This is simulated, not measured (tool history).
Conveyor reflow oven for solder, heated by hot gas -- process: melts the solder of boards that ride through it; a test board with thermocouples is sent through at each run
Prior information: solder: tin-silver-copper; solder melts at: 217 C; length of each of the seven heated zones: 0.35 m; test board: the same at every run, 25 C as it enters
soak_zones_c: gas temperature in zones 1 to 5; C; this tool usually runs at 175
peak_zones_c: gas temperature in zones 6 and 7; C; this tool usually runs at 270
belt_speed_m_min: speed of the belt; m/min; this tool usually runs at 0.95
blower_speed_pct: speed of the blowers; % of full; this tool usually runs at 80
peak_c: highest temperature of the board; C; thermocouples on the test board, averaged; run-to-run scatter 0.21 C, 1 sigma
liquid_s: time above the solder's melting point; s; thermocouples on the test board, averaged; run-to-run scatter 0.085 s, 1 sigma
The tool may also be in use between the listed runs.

{"run": 1, "hour": 0.0, "soak_zones_c": 175, "peak_zones_c": 270, "belt_speed_m_min": 0.95, "blower_speed_pct": 80, "peak_c": 256, "liquid_s": 34.76}
{"run": 2, "hour": 47.2, "soak_zones_c": 175, "peak_zones_c": 270, "belt_speed_m_min": 0.95, "blower_speed_pct": 80, "peak_c": 256, "liquid_s": 34.74}
{"run": 3, "hour": 112.1, "soak_zones_c": 175, "peak_zones_c": 270, "belt_speed_m_min": 0.95, "blower_speed_pct": 80, "peak_c": 255.8, "liquid_s": 34.85}
{"hour": 152.5, "done": "thermocouples of zones 6 and 7 changed"}
{"run": 4, "hour": 157.8, "soak_zones_c": 175, "peak_zones_c": 270, "belt_speed_m_min": 0.95, "blower_speed_pct": 80, "peak_c": 252.3, "liquid_s": 33.49}
{"run": 5, "hour": 189.9, "soak_zones_c": 175, "peak_zones_c": 270, "belt_speed_m_min": 1.061, "blower_speed_pct": 80, "peak_c": 248.3, "liquid_s": 27.92}
{"hour": 197.7, "done": "belt drive overhauled, speed set with a stopwatch"}
{"run": 6, "hour": 260.5, "soak_zones_c": 175, "peak_zones_c": 284, "belt_speed_m_min": 1.13, "blower_speed_pct": 80, "peak_c": 256.9, "liquid_s": 28.89}
{"run": 7, "hour": 288.6, "soak_zones_c": 166, "peak_zones_c": 275, "belt_speed_m_min": 1.122, "blower_speed_pct": 63, "peak_c": 240.9, "liquid_s": 20.26}
{"run": 8, "hour": 317.8, "soak_zones_c": 170, "peak_zones_c": 261, "belt_speed_m_min": 0.805, "blower_speed_pct": 80, "peak_c": 248.5, "liquid_s": 37.41}
{"run": 9, "hour": 377.0, "soak_zones_c": 170, "peak_zones_c": 261, "belt_speed_m_min": 0.805, "blower_speed_pct": 80, "peak_c": 248.4, "liquid_s": 37.43}
{"hour": 406.9, "done": "flux residue cleaned out of gas plates and filters"}
{"run": 10, "hour": 448.4, "soak_zones_c": 172, "peak_zones_c": 270, "belt_speed_m_min": 0.986, "blower_speed_pct": 80, "peak_c": 252.2, "liquid_s": 31.38}

Each row is a separate what-if for the run after 10, all from the same tool condition, not one after another. Results?
{"run": "A", "hour": 508.1, "soak_zones_c": 175, "peak_zones_c": 262, "belt_speed_m_min": 0.793, "blower_speed_pct": 64, "peak_c": "?", "liquid_s": "?"}
{"run": "B", "hour": 508.1, "soak_zones_c": 163, "peak_zones_c": 277, "belt_speed_m_min": 0.95, "blower_speed_pct": 81, "peak_c": "?", "liquid_s": "?"}
{"run": "C", "hour": 508.1, "soak_zones_c": 171, "peak_zones_c": 274, "belt_speed_m_min": 0.986, "blower_speed_pct": 80, "peak_c": "?", "liquid_s": "?"}

run=A peak_c=248 liquid_s=38.34
run=B peak_c=257.7 liquid_s=33.35
run=C peak_c=255.1 liquid_s=32.44
Had the tool no hidden state, the same runs would have come out as:
run=A peak_c=247.1 liquid_s=37.22
run=B peak_c=257 liquid_s=32.53
run=C peak_c=254.4 liquid_s=31.64
